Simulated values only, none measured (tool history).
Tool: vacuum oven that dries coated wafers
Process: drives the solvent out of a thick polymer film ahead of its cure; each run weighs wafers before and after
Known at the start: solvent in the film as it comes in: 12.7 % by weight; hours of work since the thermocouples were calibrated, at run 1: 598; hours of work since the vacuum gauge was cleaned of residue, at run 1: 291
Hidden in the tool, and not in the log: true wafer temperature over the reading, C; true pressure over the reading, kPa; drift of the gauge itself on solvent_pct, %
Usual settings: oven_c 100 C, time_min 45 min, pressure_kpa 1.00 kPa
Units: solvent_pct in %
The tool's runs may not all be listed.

run	hour	oven_c	time_min	pressure_kpa	hours of work since the thermocouples were calibrated	hours of work since the vacuum gauge was cleaned of residue	solvent_pct
1	0.0	100	45	1.00	598	291	1.70
2	15.2	100	45	1.00	606	299	1.68
3	31.0	100	45	1.00	615	308	1.70
4	57.7	100	45	1.00	629	323	1.71
5	75.7	100	45	1.00	639	332	1.68
# hour 104.0: oven's thermocouples calibrated
6	105.2	100	45	1.66	1	347	2.07
7	119.5	100	45	1.00	8	355	1.74
8	140.5	100	45	1.00	20	367	1.71
9	156.6	100	45	1.50	29	375	1.98
# hour 181.1: oven's thermocouples calibrated, once more
10	181.1	100	45	1.50	0	388	1.95
11	194.0	100	45	1.00	7	395	1.72
12	205.9	90	37	1.90	14	401	4.77
13	219.5	113	26	0.59	21	409	1.13
14	239.4	98	79	0.98	32	419	0.94
15	252.2	100	45	0.64	39	426	1.51
16	273.4	104	50	0.96	50	438	1.00
17	289.5	102	43	1.78	59	447	1.93
18	312.6	100	53	0.57	72	459	1.12
19	329.0	106	53	0.57	81	468	0.63
20	355.8	106	53	0.57	95	483	0.61
21	382.4	106	45	1.00	110	498	1.01
22	396.4	104	45	0.63	117	505	1.03

3 ways to go on from here, each from the tool as it stands after run 22. What would each give?
A	420.2	100	45	0.63	130	518	?
B	420.2	100	37	0.87	130	518	?
C	420.2	104	62	0.63	130	518	?

run	solvent_pct
A	1.58
B	2.21
C	0.63
Without the tool's hidden state the same runs would have given:
run	solvent_pct
A	1.49
B	2.13
C	0.57

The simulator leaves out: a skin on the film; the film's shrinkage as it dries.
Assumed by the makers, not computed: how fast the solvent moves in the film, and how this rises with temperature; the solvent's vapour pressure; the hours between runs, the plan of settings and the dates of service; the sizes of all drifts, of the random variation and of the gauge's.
